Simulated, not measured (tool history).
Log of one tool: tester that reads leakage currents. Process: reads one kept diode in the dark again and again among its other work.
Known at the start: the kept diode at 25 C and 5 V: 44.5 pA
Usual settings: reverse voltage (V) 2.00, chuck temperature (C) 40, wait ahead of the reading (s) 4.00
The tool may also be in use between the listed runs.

run    hour  reverse voltage (V)  chuck temperature (C)  wait ahead of the reading (s)  current that the tester gives (pA)
  1     0.0                 2.00                     40                           4.00                               92.50
  2    51.4                 2.00                     40                           4.00                               92.39
  3   101.4                 2.00                     40                           4.00                               92.20
  4   129.8                 2.00                     40                           4.00                               91.78
  5   183.1                 2.00                     40                           4.00                               91.33
  6   217.8                 2.00                     40                           4.00                               91.67
  7   255.8                 2.00                     40                           4.00                               91.50
  8   296.7                 2.00                     40                           4.00                               90.89
  9   340.0                 2.00                     40                           4.00                               90.40
 10   387.3                 2.00                     40                           4.00                               89.96
 11   430.5                 2.00                     40                           4.00                               89.74
 12   457.8                 2.00                     40                           4.00                               89.85
 13   512.5                 2.00                     40                           4.00                               89.68
 14   551.9                 2.00                     40                           4.00                               89.66
 15   593.4                 2.00                     40                           4.00                               89.04
 16   629.9                 9.52                     48                           0.34                              276.16
 17   669.9                 6.62                     46                           2.29                              204.82
 18   705.5                 6.62                     46                           2.29                              203.69
 19   747.9                 1.13                     40                           4.00                               69.70
 20   804.7                13.42                     55                           0.56                              473.80
 21   850.9                 8.61                     45                           4.93                              208.93
 22   886.3                 8.61                     45                           4.93                              208.29
 23   919.8                19.74                     45                           8.31                              284.44
 24   946.7                19.74                     45                           8.31                              282.79
 25   995.9                 9.85                     48                           0.92                              265.10
 26  1024.8                 2.20                     53                           0.84                              209.34
 27  1058.7                 2.00                     56                           4.00                              242.38
 28  1106.8                 4.58                     40                           0.38                              115.99
 29  1145.5                16.51                     35                           0.38                              135.48

Not shown: 1 entry that the log had between the listed runs. Between which runs, and how does the tool's hidden state differ before and after?
Between runs 16 and 17: probe card cleaned and baked (hour 658.8)
  stray current of the dirty probe card, pA a volt: 0.851 -> 0.034; true chuck temperature over the reading, C: -1.09 -> -1.13
  measured less the result without the state, current that the tester gives (pA): -11.38 -> -15.52
